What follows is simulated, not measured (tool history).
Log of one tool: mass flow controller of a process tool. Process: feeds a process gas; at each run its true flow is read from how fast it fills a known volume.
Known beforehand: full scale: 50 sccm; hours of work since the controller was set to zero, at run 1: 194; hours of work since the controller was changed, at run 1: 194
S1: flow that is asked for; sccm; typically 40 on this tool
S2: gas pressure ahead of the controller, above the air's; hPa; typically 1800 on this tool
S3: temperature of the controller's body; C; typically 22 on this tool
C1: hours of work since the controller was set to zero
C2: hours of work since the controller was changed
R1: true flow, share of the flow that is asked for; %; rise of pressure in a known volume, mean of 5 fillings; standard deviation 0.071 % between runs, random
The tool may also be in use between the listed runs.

run	day	S1	S2	S3	C1	C2	R1
1	0.000	40	1800	22	194	194	100.37
2	1.867	40	1800	22	208	208	100.47
3	4.167	40	2150	22	226	226	100.32
4	6.196	40	2150	22	242	242	100.21
5	8.496	40	1800	23	260	260	100.52
6	11.667	29	1800	23	285	285	100.24
7	14.642	29	1850	23	308	308	100.31
8	17.558	29	1900	28	331	331	99.97
9	19.017	40	1550	22	342	342	100.61
10	22.004	5	2150	31	365	365	99.78
11	23.871	7	1440	22	380	380	100.52
12	26.596	7	1440	22	401	401	100.54
13	28.692	40	2410	34	418	418	99.47
14	31.492	40	2410	34	439	439	99.50

The logged runs with the hidden state left out (each run's random variation unchanged):
Hidden state present: flow at rest that the sensor doesn't see, % of full scale; true flow over the shown one, %; drift of the gauge itself on true_pct, %.
run	R1
1	99.99
2	100.08
3	99.91
4	99.80
5	100.09
6	99.76
7	99.81
8	99.46
9	100.14
10	98.45
11	99.44
12	99.42
13	98.95
14	98.96

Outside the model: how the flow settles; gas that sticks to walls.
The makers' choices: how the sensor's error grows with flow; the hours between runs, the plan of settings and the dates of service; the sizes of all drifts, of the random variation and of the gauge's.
